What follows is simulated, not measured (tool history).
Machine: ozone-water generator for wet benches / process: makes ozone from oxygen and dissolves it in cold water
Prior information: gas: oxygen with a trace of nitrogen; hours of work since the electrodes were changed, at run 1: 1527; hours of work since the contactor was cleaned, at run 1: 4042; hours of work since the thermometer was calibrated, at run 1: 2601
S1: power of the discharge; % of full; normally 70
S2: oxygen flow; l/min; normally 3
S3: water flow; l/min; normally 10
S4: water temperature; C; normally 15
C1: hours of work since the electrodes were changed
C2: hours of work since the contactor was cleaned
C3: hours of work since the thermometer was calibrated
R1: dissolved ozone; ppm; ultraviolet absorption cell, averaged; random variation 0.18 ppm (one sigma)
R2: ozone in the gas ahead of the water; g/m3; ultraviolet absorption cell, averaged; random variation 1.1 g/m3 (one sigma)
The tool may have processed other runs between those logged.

| run | day | S1 | S2 | S3 | S4 | C1 | C2 | C3 | R1 | R2 |
|---|---|---|---|---|---|---|---|---|---|---|
| 1 | 0 | 70 | 3 | 10 | 15 | 1527 | 4042 | 2601 | 24.3 | 188.9 |
| 2 | 3.521 | 70 | 3 | 10 | 15 | 1604 | 4119 | 2677 | 24.5 | 187 |
|  | 8.654 | water thermometer calibrated |
| 3 | 8.654 | 70 | 3 | 10 | 15 | 1715 | 4230 | 0 | 24.4 | 187.8 |
| 4 | 12.125 | 70 | 3 | 10 | 18 | 1791 | 4306 | 76 | 23.2 | 185.9 |
| 5 | 17.608 | 70 | 3 | 10 | 18 | 1911 | 4426 | 195 | 23.1 | 187.2 |
| 6 | 21.4 | 70 | 3 | 10 | 18 | 1993 | 4508 | 278 | 23.2 | 185.9 |
| 7 | 26.667 | 70 | 3.29 | 10 | 15 | 2108 | 4623 | 393 | 24.2 | 173.8 |
| 8 | 32.65 | 70 | 3.29 | 10 | 15 | 2238 | 4753 | 523 | 24.1 | 175.2 |
| 9 | 38.8 | 70 | 3 | 7 | 15 | 2373 | 4887 | 657 | 31.4 | 184.8 |
|  | 39.862 | contactor cleaned |
| 10 | 43.858 | 70 | 3 | 7 | 15 | 2479 | 87 | 764 | 31.5 | 184.6 |
| 11 | 48.792 | 70 | 3 | 7 | 15 | 2587 | 195 | 871 | 32 | 183.9 |
| 12 | 51.821 | 70 | 3 | 7 | 15 | 2653 | 261 | 937 | 31.5 | 183.9 |
| 13 | 55.038 | 70 | 3 | 7 | 15 | 2723 | 331 | 1007 | 31.6 | 184.3 |
| 14 | 58.204 | 70 | 5.2 | 7 | 15 | 2792 | 400 | 1076 | 27.6 | 130.4 |
| 15 | 64.088 | 70 | 1.66 | 7 | 15 | 2920 | 528 | 1205 | 33.2 | 263.7 |
| 16 | 69.846 | 70 | 1.66 | 7 | 15 | 3046 | 654 | 1330 | 33.4 | 261.5 |
| 17 | 72.467 | 70 | 1.52 | 11 | 15 | 3103 | 711 | 1387 | 22 | 277.6 |
| 18 | 77.738 | 42 | 1.52 | 8 | 16 | 3218 | 826 | 1502 | 21.7 | 206.1 |
| 19 | 81.288 | 42 | 1.52 | 8 | 16 | 3295 | 903 | 1580 | 21.8 | 206.7 |
| 20 | 84.888 | 68 | 2.88 | 9 | 7 | 3374 | 981 | 1658 | 29.4 | 185.8 |
| 21 | 87.933 | 68 | 2.88 | 9 | 7 | 3440 | 1048 | 1724 | 28.8 | 183.5 |
| 22 | 91.729 | 51 | 2.19 | 9 | 7 | 3523 | 1131 | 1807 | 24.4 | 184.4 |
| 23 | 96.038 | 43 | 2.72 | 15 | 12 | 3617 | 1224 | 1901 | 13.1 | 147.8 |
| 24 | 101.429 | 43 | 2.72 | 15 | 12 | 3734 | 1342 | 2019 | 13.1 | 148 |
| 25 | 104.138 | 43 | 2.72 | 15 | 12 | 3793 | 1401 | 2078 | 13 | 147.2 |
| 26 | 108.238 | 43 | 2.72 | 15 | 12 | 3882 | 1490 | 2167 | 13.2 | 146 |
| 27 | 113.962 | 70 | 4.19 | 7 | 18 | 4007 | 1615 | 2292 | 26.9 | 146.9 |
| 28 | 118.062 | 88 | 3 | 10 | 17 | 4097 | 1705 | 2381 | 26.4 | 208 |
| 29 | 120.729 | 95 | 2.22 | 10 | 17 | 4155 | 1763 | 2439 | 28.1 | 260.7 |
| 30 | 124.992 | 95 | 2.22 | 10 | 17 | 4248 | 1856 | 2532 | 27.8 | 259 |
| 31 | 128.338 | 95 | 2.22 | 10 | 17 | 4321 | 1928 | 2605 | 27.9 | 259.5 |
| 32 | 133.308 | 95 | 2.22 | 10 | 17 | 4429 | 2037 | 2714 | 27.6 | 258.7 |

What if the next run were any one of these 4? Each begins from the tool's condition after run 32:
|  | 136.808 | water thermometer calibrated |
| A | 139.442 | 95 | 2.22 | 7 | 7 | 4562 | 2170 | 57 | ? | ? |
|  | 136.808 | water thermometer calibrated |
| B | 139.442 | 69 | 3.09 | 10 | 8 | 4562 | 2170 | 57 | ? | ? |
|  | 136.808 | water thermometer calibrated |
| C | 139.442 | 70 | 2.12 | 10 | 7 | 4562 | 2170 | 57 | ? | ? |
|  | 136.808 | water thermometer calibrated |
| D | 139.442 | 95 | 2.22 | 9 | 22 | 4562 | 2170 | 57 | ? | ? |

| run | R1 | R2 |
|---|---|---|
| A | 42.8 | 257 |
| B | 25.9 | 175.3 |
| C | 26.6 | 223.7 |
| D | 28.2 | 259 |
Had the tool no hidden state, the same runs would have come out as:
| run | R1 | R2 |
|---|---|---|
| A | 46.1 | 274.9 |
| B | 27.6 | 185.5 |
| C | 28.4 | 236.9 |
| D | 30.4 | 276.9 |
